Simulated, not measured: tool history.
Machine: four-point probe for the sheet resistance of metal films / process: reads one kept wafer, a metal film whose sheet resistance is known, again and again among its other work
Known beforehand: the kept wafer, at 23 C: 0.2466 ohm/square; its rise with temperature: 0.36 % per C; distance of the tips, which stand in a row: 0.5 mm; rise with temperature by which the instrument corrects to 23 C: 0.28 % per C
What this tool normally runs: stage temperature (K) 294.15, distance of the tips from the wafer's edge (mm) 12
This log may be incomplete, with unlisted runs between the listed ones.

| run | day | stage temperature (K) | distance of the tips from the wafer's edge (mm) | sheet resistance as the instrument gives it (ohm/square) |
|---|---|---|---|---|
| 1 | 0.000 | 294.15 | 12 | 0.248344 |
| 2 | 2.621 | 294.15 | 12 | 0.248377 |
| 3 | 5.383 | 294.15 | 12 | 0.248374 |
| 4 | 6.867 | 294.15 | 12 | 0.248303 |
| 5 | 10.067 | 294.15 | 12 | 0.248391 |
| 6 | 12.604 | 294.15 | 12 | 0.248421 |
| 7 | 15.604 | 294.15 | 17 | 0.248416 |
| 8 | 18.704 | 294.15 | 17 | 0.248391 |
| 9 | 21.662 | 295.15 | 12 | 0.248807 |
| 10 | 23.954 | 295.15 | 12 | 0.248854 |
| 11 | 26.196 | 294.15 | 12 | 0.248725 |
| 12 | 29.029 | 294.15 | 12 | 0.248613 |
| 13 | 31.433 | 294.15 | 12 | 0.248785 |
| 14 | 32.838 | 294.15 | 12 | 0.248723 |
| 15 | 34.317 | 294.15 | 12 | 0.248661 |
| 16 | 36.333 | 293.15 | 46 | 0.248382 |
| 17 | 39.071 | 293.15 | 46 | 0.248372 |
| 18 | 41.625 | 296.15 | 11 | 0.249367 |
| 19 | 43.433 | 293.15 | 64 | 0.248506 |
| 20 | 44.842 | 292.15 | 73 | 0.248290 |
| 21 | 46.683 | 292.15 | 73 | 0.248192 |
| 22 | 49.733 | 292.15 | 73 | 0.248320 |
|  | 50.083 | stage's thermometer calibrated |
| 23 | 51.125 | 301.15 | 5 | 0.251842 |
| 24 | 53.933 | 301.15 | 5 | 0.251921 |

What will run 25 give?
| 25 | 55.412 | 292.15 | 33 | ? |

{"run 25": {"sheet resistance as the instrument gives it (ohm/square)": 0.248811}}
Take away the tool's hidden state, keep the run-to-run variation as it was, and the same run would have given sheet resistance as the instrument gives it (ohm/square) 0.245851.
